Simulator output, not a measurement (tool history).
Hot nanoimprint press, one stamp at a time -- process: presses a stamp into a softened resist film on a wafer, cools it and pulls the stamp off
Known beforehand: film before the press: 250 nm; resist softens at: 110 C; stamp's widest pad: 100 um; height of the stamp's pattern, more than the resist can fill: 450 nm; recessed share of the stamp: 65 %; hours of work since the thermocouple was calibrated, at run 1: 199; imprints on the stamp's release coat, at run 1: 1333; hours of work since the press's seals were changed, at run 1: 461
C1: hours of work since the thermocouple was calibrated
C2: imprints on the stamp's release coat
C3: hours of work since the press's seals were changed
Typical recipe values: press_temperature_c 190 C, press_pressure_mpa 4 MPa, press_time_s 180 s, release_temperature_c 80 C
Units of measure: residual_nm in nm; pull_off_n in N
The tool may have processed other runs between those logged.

{"run": 1, "day": 0.0, "press_temperature_c": 190, "press_pressure_mpa": 4, "press_time_s": 180, "release_temperature_c": 80, "C1": 199, "C2": 1333, "C3": 461, "residual_nm": 97, "pull_off_n": 240}
{"run": 2, "day": 0.492, "press_temperature_c": 190, "press_pressure_mpa": 2.94, "press_time_s": 180, "release_temperature_c": 80, "C1": 207, "C2": 1380, "C3": 469, "residual_nm": 114.5, "pull_off_n": 243}
{"run": 3, "day": 0.983, "press_temperature_c": 190, "press_pressure_mpa": 2.94, "press_time_s": 180, "release_temperature_c": 80, "C1": 214, "C2": 1427, "C3": 476, "residual_nm": 114.6, "pull_off_n": 239}
{"run": 4, "day": 1.575, "press_temperature_c": 190, "press_pressure_mpa": 2.94, "press_time_s": 180, "release_temperature_c": 80, "C1": 223, "C2": 1483, "C3": 486, "residual_nm": 114.6, "pull_off_n": 244}
{"run": 5, "day": 2.354, "press_temperature_c": 190, "press_pressure_mpa": 2.94, "press_time_s": 180, "release_temperature_c": 80, "C1": 235, "C2": 1558, "C3": 498, "residual_nm": 113.9, "pull_off_n": 249}
{"day": 3.025, "done": "stamp cleaned and given a new release coat"}
{"run": 6, "day": 3.35, "press_temperature_c": 190, "press_pressure_mpa": 2.94, "press_time_s": 180, "release_temperature_c": 80, "C1": 247, "C2": 32, "C3": 509, "residual_nm": 113.4, "pull_off_n": 198}
{"run": 7, "day": 3.962, "press_temperature_c": 190, "press_pressure_mpa": 2.94, "press_time_s": 180, "release_temperature_c": 80, "C1": 257, "C2": 90, "C3": 519, "residual_nm": 113.9, "pull_off_n": 203}
{"run": 8, "day": 4.329, "press_temperature_c": 190, "press_pressure_mpa": 4, "press_time_s": 180, "release_temperature_c": 80, "C1": 262, "C2": 125, "C3": 525, "residual_nm": 96.6, "pull_off_n": 201}
{"run": 9, "day": 5.025, "press_temperature_c": 190, "press_pressure_mpa": 4, "press_time_s": 180, "release_temperature_c": 80, "C1": 273, "C2": 192, "C3": 535, "residual_nm": 96.5, "pull_off_n": 205}
{"day": 5.512, "done": "press's hydraulic seals changed and the load cell set to zero"}
{"run": 10, "day": 5.767, "press_temperature_c": 190, "press_pressure_mpa": 4.5, "press_time_s": 180, "release_temperature_c": 74, "C1": 279, "C2": 231, "C3": 4, "residual_nm": 88.2, "pull_off_n": 233}
{"day": 5.95, "done": "plate thermocouple calibrated"}
{"run": 11, "day": 6.496, "press_temperature_c": 179, "press_pressure_mpa": 4.5, "press_time_s": 147, "release_temperature_c": 65, "C1": 8, "C2": 288, "C3": 13, "residual_nm": 148.1, "pull_off_n": 271}
{"run": 12, "day": 7.142, "press_temperature_c": 181, "press_pressure_mpa": 3.35, "press_time_s": 293, "release_temperature_c": 87, "C1": 18, "C2": 350, "C3": 23, "residual_nm": 126.9, "pull_off_n": 178}
{"run": 13, "day": 7.862, "press_temperature_c": 182, "press_pressure_mpa": 4, "press_time_s": 252, "release_temperature_c": 77, "C1": 30, "C2": 419, "C3": 35, "residual_nm": 116, "pull_off_n": 222}
{"run": 14, "day": 8.533, "press_temperature_c": 182, "press_pressure_mpa": 3.48, "press_time_s": 335, "release_temperature_c": 77, "C1": 40, "C2": 483, "C3": 45, "residual_nm": 113.8, "pull_off_n": 226}
{"run": 15, "day": 8.938, "press_temperature_c": 182, "press_pressure_mpa": 3.48, "press_time_s": 335, "release_temperature_c": 77, "C1": 46, "C2": 522, "C3": 51, "residual_nm": 113.8, "pull_off_n": 225}

Below are 5 alternative next runs, each starting from the tool's condition after run 15. Predict each:
{"run": "A", "day": 9.654, "press_temperature_c": 182, "press_pressure_mpa": 3.48, "press_time_s": 93, "release_temperature_c": 77, "C1": 58, "C2": 591, "C3": 62, "residual_nm": "?", "pull_off_n": "?"}
{"run": "B", "day": 9.654, "press_temperature_c": 198, "press_pressure_mpa": 3.48, "press_time_s": 335, "release_temperature_c": 77, "C1": 58, "C2": 591, "C3": 62, "residual_nm": "?", "pull_off_n": "?"}
{"run": "C", "day": 9.654, "press_temperature_c": 199, "press_pressure_mpa": 3.92, "press_time_s": 180, "release_temperature_c": 80, "C1": 58, "C2": 591, "C3": 62, "residual_nm": "?", "pull_off_n": "?"}
{"run": "D", "day": 9.654, "press_temperature_c": 184, "press_pressure_mpa": 4, "press_time_s": 180, "release_temperature_c": 80, "C1": 58, "C2": 591, "C3": 62, "residual_nm": "?", "pull_off_n": "?"}
{"run": "E", "day": 9.654, "press_temperature_c": 182, "press_pressure_mpa": 4.36, "press_time_s": 313, "release_temperature_c": 80, "C1": 58, "C2": 591, "C3": 62, "residual_nm": "?", "pull_off_n": "?"}

run=A residual_nm=166.2 pull_off_n=229
run=B residual_nm=56.8 pull_off_n=227
run=C residual_nm=64.4 pull_off_n=215
run=D residual_nm=119.3 pull_off_n=212
run=E residual_nm=102.5 pull_off_n=213
With the hidden condition removed and each run's random variation left untouched, the same runs would have given:
run=A residual_nm=175.6 pull_off_n=218
run=B residual_nm=60.8 pull_off_n=216
run=C residual_nm=68.8 pull_off_n=205
run=D residual_nm=128.1 pull_off_n=202
run=E residual_nm=110.9 pull_off_n=203
